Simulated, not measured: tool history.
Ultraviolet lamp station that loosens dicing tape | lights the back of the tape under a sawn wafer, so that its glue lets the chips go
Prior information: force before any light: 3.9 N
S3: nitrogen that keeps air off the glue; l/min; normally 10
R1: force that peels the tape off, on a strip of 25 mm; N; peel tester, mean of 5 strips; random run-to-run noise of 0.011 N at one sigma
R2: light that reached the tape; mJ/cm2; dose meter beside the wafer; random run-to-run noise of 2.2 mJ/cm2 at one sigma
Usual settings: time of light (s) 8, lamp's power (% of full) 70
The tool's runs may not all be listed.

Run 1, hour 0.0: usual settings. Result: R1 0.483 N, R2 200 mJ/cm2.
Run 2, hour 66.8: usual settings but lamp's power (% of full) 71. Result: R1 0.478 N, R2 204 mJ/cm2.
Run 3, hour 120.7: usual settings but lamp's power (% of full) 71. Result: R1 0.443 N, R2 205 mJ/cm2.
Run 4, hour 192.5: usual settings but lamp's power (% of full) 71. Result: R1 0.469 N, R2 206 mJ/cm2.
At hour 240.8: window cleaned of glue's vapour.
Run 5, hour 250.5: usual settings but lamp's power (% of full) 71. Result: R1 0.451 N, R2 202 mJ/cm2.
Run 6, hour 327.6: usual settings but lamp's power (% of full) 71. Result: R1 0.487 N, R2 206 mJ/cm2.
Run 7, hour 368.8: usual settings but lamp's power (% of full) 71. Result: R1 0.463 N, R2 198 mJ/cm2.
Run 8, hour 403.0: usual settings but lamp's power (% of full) 71. Result: R1 0.449 N, R2 204 mJ/cm2.
Run 9, hour 447.1: usual settings but lamp's power (% of full) 71. Result: R1 0.479 N, R2 205 mJ/cm2.
Run 10, hour 522.4: usual settings but S3 5 l/min. Result: R1 0.605 N, R2 200 mJ/cm2.
Run 11, hour 562.3: usual settings but S3 5 l/min. Result: R1 0.583 N, R2 206 mJ/cm2.
Run 12, hour 633.0: usual settings. Result: R1 0.485 N, R2 202 mJ/cm2.
Run 13, hour 679.3: usual settings but lamp's power (% of full) 84. Result: R1 0.350 N, R2 242 mJ/cm2.
Run 14, hour 711.3: usual settings but lamp's power (% of full) 84. Result: R1 0.359 N, R2 242 mJ/cm2.
Run 15, hour 753.1: usual settings but lamp's power (% of full) 79. Result: R1 0.405 N, R2 228 mJ/cm2.
Run 16, hour 797.3: usual settings but lamp's power (% of full) 79. Result: R1 0.388 N, R2 227 mJ/cm2.
Run 17, hour 840.5: usual settings but lamp's power (% of full) 79. Result: R1 0.399 N, R2 228 mJ/cm2.
Run 18, hour 906.1: usual settings but lamp's power (% of full) 79. Result: R1 0.387 N, R2 228 mJ/cm2.
Run 19, hour 947.5: usual settings. Result: R1 0.494 N, R2 202 mJ/cm2.
Run 20, hour 1018.2: usual settings. Result: R1 0.482 N, R2 204 mJ/cm2.
Run 21, hour 1068.1: usual settings. Result: R1 0.482 N, R2 204 mJ/cm2.
Run 22, hour 1101.5: usual settings. Result: R1 0.482 N, R2 202 mJ/cm2.
Run 23, hour 1160.1: usual settings but time of light (s) 11. Result: R1 0.294 N, R2 282 mJ/cm2.
Run 24, hour 1208.7: usual settings but time of light (s) 11. Result: R1 0.300 N, R2 277 mJ/cm2.
Run 25, hour 1258.6: usual settings but time of light (s) 11. Result: R1 0.278 N, R2 276 mJ/cm2.
At hour 1333.3: window cleaned of glue's vapour.
Run 26, hour 1333.3: usual settings but time of light (s) 14, lamp's power (% of full) 83, S3 3 l/min. Result: R1 0.251 N, R2 417 mJ/cm2.
Run 27, hour 1396.0: usual settings but lamp's power (% of full) 76, S3 7 l/min. Result: R1 0.476 N, R2 219 mJ/cm2.
Run 28, hour 1468.6: usual settings but lamp's power (% of full) 68, S3 11 l/min. Result: R1 0.491 N, R2 193 mJ/cm2.
Run 29, hour 1533.6: usual settings but lamp's power (% of full) 60, S3 15 l/min. Result: R1 0.570 N, R2 169 mJ/cm2.
Run 30, hour 1600.1: usual settings but lamp's power (% of full) 69, S3 15 l/min. Result: R1 0.443 N, R2 199 mJ/cm2.
Run 31, hour 1677.3: usual settings but time of light (s) 11, lamp's power (% of full) 76, S3 11 l/min. Result: R1 0.267 N, R2 302 mJ/cm2.
Run 32, hour 1743.2: usual settings but time of light (s) 11, lamp's power (% of full) 76, S3 11 l/min. Result: R1 0.279 N, R2 302 mJ/cm2.
Run 33, hour 1787.2: usual settings but time of light (s) 5, lamp's power (% of full) 72, S3 4 l/min. Result: R1 1.159 N, R2 132 mJ/cm2.
Run 34, hour 1820.4: usual settings but time of light (s) 6, lamp's power (% of full) 75, S3 4 l/min. Result: R1 0.857 N, R2 162 mJ/cm2.
Run 35, hour 1854.9: usual settings but time of light (s) 6, lamp's power (% of full) 75, S3 4 l/min. Result: R1 0.876 N, R2 162 mJ/cm2.
Run 36, hour 1914.9: usual settings but time of light (s) 6, lamp's power (% of full) 75, S3 4 l/min. Result: R1 0.864 N, R2 163 mJ/cm2.
Run 37, hour 1965.2: usual settings but time of light (s) 7, lamp's power (% of full) 91, S3 15 l/min. Result: R1 0.371 N, R2 228 mJ/cm2.
Run 38, hour 2007.2: usual settings but time of light (s) 13, lamp's power (% of full) 91, S3 11 l/min. Result: R1 0.208 N, R2 428 mJ/cm2.
Run 39, hour 2063.2: usual settings but time of light (s) 13, lamp's power (% of full) 91, S3 11 l/min. Result: R1 0.214 N, R2 424 mJ/cm2.
Run 40, hour 2124.6: usual settings but S3 7 l/min. Result: R1 0.536 N, R2 206 mJ/cm2.
Run 41, hour 2173.1: usual settings but lamp's power (% of full) 71, S3 5 l/min. Result: R1 0.602 N, R2 204 mJ/cm2.
Run 42, hour 2212.8: usual settings but lamp's power (% of full) 66, S3 5 l/min. Result: R1 0.620 N, R2 190 mJ/cm2.
Run 43, hour 2257.3: usual settings but time of light (s) 5, lamp's power (% of full) 62. Result: R1 1.074 N, R2 112 mJ/cm2.

Below are 4 alternative next runs, each starting from the tool's condition after run 43. Predict each:
Run A, hour 2321.0: usual settings but time of light (s) 5, lamp's power (% of full) 83, S3 9 l/min. Result: R1 ?, R2 ?.
Run B, hour 2321.0: usual settings but lamp's power (% of full) 78, S3 3 l/min. Result: R1 ?, R2 ?.
Run C, hour 2321.0: usual settings but time of light (s) 7, lamp's power (% of full) 77, S3 7 l/min. Result: R1 ?, R2 ?.
Run D, hour 2321.0: usual settings but lamp's power (% of full) 77. Result: R1 ?, R2 ?.

run     R1   R2
  A  0.736  150
  B  0.591  224
  C  0.561  196
  D  0.439  219
Without the tool's hidden state the same runs would have given:
run     R1   R2
  A  0.733  151
  B  0.588  224
  C  0.558  196
  D  0.437  220
